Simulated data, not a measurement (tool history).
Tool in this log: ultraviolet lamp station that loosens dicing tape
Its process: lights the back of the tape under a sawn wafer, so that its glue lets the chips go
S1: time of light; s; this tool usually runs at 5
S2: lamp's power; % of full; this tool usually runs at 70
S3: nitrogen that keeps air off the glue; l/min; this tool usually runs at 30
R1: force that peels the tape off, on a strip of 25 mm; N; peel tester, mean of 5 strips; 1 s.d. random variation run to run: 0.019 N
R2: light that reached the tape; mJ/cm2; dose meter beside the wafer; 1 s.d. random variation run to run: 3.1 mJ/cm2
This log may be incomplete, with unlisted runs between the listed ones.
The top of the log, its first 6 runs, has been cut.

| run | hour | S1 | S2 | S3 | R1 | R2 |
|---|---|---|---|---|---|---|
| 7 | 338.6 | 5 | 70 | 30 | 1.124 | 419 |
| 8 | 381.1 | 5 | 70 | 30 | 1.141 | 410 |
| 9 | 459.5 | 5 | 70 | 30 | 1.171 | 393 |
| 10 | 531.6 | 5 | 70 | 30 | 1.272 | 384 |
| 11 | 594.3 | 5 | 70 | 30 | 1.271 | 376 |
| 12 | 669.8 | 8 | 70 | 30 | 0.59 | 579 |
| 13 | 714.7 | 8 | 70 | 30 | 0.602 | 572 |
|  | 771.4 | window cleaned of glue's vapour |
| 14 | 787.6 | 5 | 70 | 30 | 1.069 | 421 |
| 15 | 825.4 | 5 | 70 | 30 | 1.063 | 417 |
| 16 | 868.6 | 5 | 70 | 30 | 1.124 | 413 |
| 17 | 935.2 | 5 | 70 | 30 | 1.168 | 401 |
| 18 | 1011.4 | 5 | 70 | 30 | 1.263 | 391 |
| 19 | 1053 | 5 | 70 | 30 | 1.253 | 382 |
| 20 | 1126.1 | 5 | 70 | 30 | 1.292 | 374 |
| 21 | 1179.3 | 5 | 70 | 30 | 1.348 | 368 |
| 22 | 1234.7 | 5 | 75 | 30 | 1.289 | 384 |
| 23 | 1267.7 | 5 | 75 | 30 | 1.281 | 381 |
| 24 | 1336.4 | 3 | 63 | 30 | 2.798 | 188 |
| 25 | 1386.1 | 3 | 62 | 13 | 3.242 | 180 |
| 26 | 1427.4 | 3 | 62 | 13 | 3.202 | 173 |
|  | 1456.8 | window cleaned of glue's vapour |
| 27 | 1489.3 | 5 | 97 | 30 | 0.688 | 540 |
| 28 | 1541 | 3 | 70 | 30 | 2.335 | 229 |
| 29 | 1611 | 3 | 70 | 30 | 2.422 | 224 |

Run 30 is up next; what results do you expect?
| 30 | 1692.4 | 8 | 85 | 9 | ? | ? |

Run 30 came out at R1 0.73 N, R2 698 mJ/cm2.
Take away the tool's hidden state, keep the run-to-run variation as it was, and the same run would have given R1 0.437 N, R2 897 mJ/cm2.
